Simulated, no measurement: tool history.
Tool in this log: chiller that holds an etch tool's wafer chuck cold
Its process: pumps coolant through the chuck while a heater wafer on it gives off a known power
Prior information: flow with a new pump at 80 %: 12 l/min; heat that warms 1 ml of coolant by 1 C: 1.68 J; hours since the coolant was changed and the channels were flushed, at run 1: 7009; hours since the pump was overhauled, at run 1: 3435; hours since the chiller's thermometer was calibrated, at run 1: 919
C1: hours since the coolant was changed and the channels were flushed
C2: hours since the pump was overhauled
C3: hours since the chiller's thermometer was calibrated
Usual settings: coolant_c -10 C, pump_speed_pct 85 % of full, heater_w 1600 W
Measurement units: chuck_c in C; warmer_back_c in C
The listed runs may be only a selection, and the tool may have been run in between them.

{"run": 1, "day": 0.0, "coolant_c": -10, "pump_speed_pct": 85, "heater_w": 1600, "C1": 7009, "C2": 3435, "C3": 919, "chuck_c": 3.7, "warmer_back_c": 4.72}
{"run": 2, "day": 6.754, "coolant_c": -10, "pump_speed_pct": 85, "heater_w": 1600, "C1": 7171, "C2": 3598, "C3": 1081, "chuck_c": 3.9, "warmer_back_c": 4.77}
{"run": 3, "day": 12.188, "coolant_c": -10, "pump_speed_pct": 85, "heater_w": 1600, "C1": 7301, "C2": 3728, "C3": 1211, "chuck_c": 4.1, "warmer_back_c": 4.73}
{"run": 4, "day": 17.333, "coolant_c": -10, "pump_speed_pct": 85, "heater_w": 1600, "C1": 7425, "C2": 3851, "C3": 1335, "chuck_c": 4.0, "warmer_back_c": 4.77}
{"run": 5, "day": 22.475, "coolant_c": -10, "pump_speed_pct": 85, "heater_w": 1600, "C1": 7548, "C2": 3975, "C3": 1458, "chuck_c": 4.2, "warmer_back_c": 4.75}
{"run": 6, "day": 25.783, "coolant_c": -10, "pump_speed_pct": 85, "heater_w": 1600, "C1": 7628, "C2": 4054, "C3": 1538, "chuck_c": 4.2, "warmer_back_c": 4.76}
{"run": 7, "day": 32.729, "coolant_c": -5, "pump_speed_pct": 85, "heater_w": 1600, "C1": 7794, "C2": 4221, "C3": 1704, "chuck_c": 9.1, "warmer_back_c": 4.77}
{"run": 8, "day": 36.996, "coolant_c": -5, "pump_speed_pct": 85, "heater_w": 1600, "C1": 7897, "C2": 4323, "C3": 1807, "chuck_c": 9.2, "warmer_back_c": 4.78}
{"run": 9, "day": 41.117, "coolant_c": -5, "pump_speed_pct": 85, "heater_w": 1600, "C1": 7996, "C2": 4422, "C3": 1906, "chuck_c": 9.3, "warmer_back_c": 4.79}
{"run": 10, "day": 44.921, "coolant_c": -5, "pump_speed_pct": 85, "heater_w": 1600, "C1": 8087, "C2": 4514, "C3": 1997, "chuck_c": 9.4, "warmer_back_c": 4.77}
{"run": 11, "day": 49.446, "coolant_c": -5, "pump_speed_pct": 85, "heater_w": 1600, "C1": 8196, "C2": 4622, "C3": 2106, "chuck_c": 9.3, "warmer_back_c": 4.74}
{"run": 12, "day": 53.4, "coolant_c": -10, "pump_speed_pct": 78, "heater_w": 1600, "C1": 8291, "C2": 4717, "C3": 2201, "chuck_c": 5.5, "warmer_back_c": 5.18}
{"run": 13, "day": 58.633, "coolant_c": -10, "pump_speed_pct": 79, "heater_w": 1600, "C1": 8416, "C2": 4843, "C3": 2326, "chuck_c": 5.4, "warmer_back_c": 5.18}
{"run": 14, "day": 64.333, "coolant_c": -10, "pump_speed_pct": 79, "heater_w": 1600, "C1": 8553, "C2": 4980, "C3": 2463, "chuck_c": 5.4, "warmer_back_c": 5.2}
{"run": 15, "day": 69.171, "coolant_c": -18, "pump_speed_pct": 79, "heater_w": 1018, "C1": 8669, "C2": 5096, "C3": 2579, "chuck_c": -8.0, "warmer_back_c": 3.33}
{"run": 16, "day": 75.783, "coolant_c": -17, "pump_speed_pct": 95, "heater_w": 1040, "C1": 8828, "C2": 5254, "C3": 2738, "chuck_c": -8.3, "warmer_back_c": 2.84}
{"run": 17, "day": 79.817, "coolant_c": -17, "pump_speed_pct": 95, "heater_w": 1040, "C1": 8924, "C2": 5351, "C3": 2834, "chuck_c": -8.3, "warmer_back_c": 2.86}
{"run": 18, "day": 85.058, "coolant_c": -19, "pump_speed_pct": 76, "heater_w": 1341, "C1": 9050, "C2": 5477, "C3": 2960, "chuck_c": -5.4, "warmer_back_c": 4.59}
{"run": 19, "day": 91.438, "coolant_c": -20, "pump_speed_pct": 76, "heater_w": 1744, "C1": 9203, "C2": 5630, "C3": 3113, "chuck_c": -2.2, "warmer_back_c": 5.94}
{"run": 20, "day": 97.142, "coolant_c": -20, "pump_speed_pct": 76, "heater_w": 1744, "C1": 9340, "C2": 5767, "C3": 3250, "chuck_c": -2.0, "warmer_back_c": 5.97}
{"run": 21, "day": 101.558, "coolant_c": -17, "pump_speed_pct": 97, "heater_w": 1600, "C1": 9446, "C2": 5873, "C3": 3356, "chuck_c": -3.5, "warmer_back_c": 4.34}
{"run": 22, "day": 107.029, "coolant_c": -3, "pump_speed_pct": 64, "heater_w": 1183, "C1": 9578, "C2": 6004, "C3": 3488, "chuck_c": 11.0, "warmer_back_c": 4.8}
{"run": 23, "day": 113.175, "coolant_c": -10, "pump_speed_pct": 69, "heater_w": 1600, "C1": 9725, "C2": 6152, "C3": 3635, "chuck_c": 7.9, "warmer_back_c": 6.03}
{"run": 24, "day": 118.117, "coolant_c": -7, "pump_speed_pct": 97, "heater_w": 1600, "C1": 9844, "C2": 6270, "C3": 3754, "chuck_c": 6.4, "warmer_back_c": 4.33}
{"run": 25, "day": 124.312, "coolant_c": -9, "pump_speed_pct": 83, "heater_w": 883, "C1": 9992, "C2": 6419, "C3": 3902, "chuck_c": -0.4, "warmer_back_c": 2.8}
{"run": 26, "day": 128.892, "coolant_c": -9, "pump_speed_pct": 83, "heater_w": 883, "C1": 10102, "C2": 6529, "C3": 4012, "chuck_c": -0.2, "warmer_back_c": 2.77}
{"run": 27, "day": 134.7, "coolant_c": -9, "pump_speed_pct": 83, "heater_w": 883, "C1": 10242, "C2": 6668, "C3": 4152, "chuck_c": -0.2, "warmer_back_c": 2.8}
{"run": 28, "day": 141.275, "coolant_c": -4, "pump_speed_pct": 87, "heater_w": 883, "C1": 10400, "C2": 6826, "C3": 4310, "chuck_c": 4.5, "warmer_back_c": 2.61}

Measured less the same run without the tool's hidden state. The same run-to-run variation is in both; the gauge's scatter may not be:
Hidden state at play: heat passed by the chuck's channels, % of clean ones'; flow at a given pump speed, % of a new pump's; coolant's true temperature over the reading, C; drift of the gauge itself on chuck_c, C; drift of the gauge itself on warmer_back_c, C.
run=1 chuck_c=+1.5 warmer_back_c=+0.21
run=2 chuck_c=+1.6 warmer_back_c=+0.22
run=3 chuck_c=+1.7 warmer_back_c=+0.24
run=4 chuck_c=+1.8 warmer_back_c=+0.25
run=5 chuck_c=+1.8 warmer_back_c=+0.25
run=6 chuck_c=+1.8 warmer_back_c=+0.26
run=7 chuck_c=+1.9 warmer_back_c=+0.27
run=8 chuck_c=+2.0 warmer_back_c=+0.29
run=9 chuck_c=+2.0 warmer_back_c=+0.29
run=10 chuck_c=+2.1 warmer_back_c=+0.30
run=11 chuck_c=+2.1 warmer_back_c=+0.30
run=12 chuck_c=+2.3 warmer_back_c=+0.35
run=13 chuck_c=+2.4 warmer_back_c=+0.35
run=14 chuck_c=+2.4 warmer_back_c=+0.37
run=15 chuck_c=+1.7 warmer_back_c=+0.24
run=16 chuck_c=+1.5 warmer_back_c=+0.22
run=17 chuck_c=+1.5 warmer_back_c=+0.22
run=18 chuck_c=+2.4 warmer_back_c=+0.36
run=19 chuck_c=+3.1 warmer_back_c=+0.48
run=20 chuck_c=+3.2 warmer_back_c=+0.50
run=21 chuck_c=+2.5 warmer_back_c=+0.37
run=22 chuck_c=+2.6 warmer_back_c=+0.42
run=23 chuck_c=+3.4 warmer_back_c=+0.55
run=24 chuck_c=+2.7 warmer_back_c=+0.40
run=25 chuck_c=+1.8 warmer_back_c=+0.26
run=26 chuck_c=+1.9 warmer_back_c=+0.27
run=27 chuck_c=+1.9 warmer_back_c=+0.28
run=28 chuck_c=+1.8 warmer_back_c=+0.27
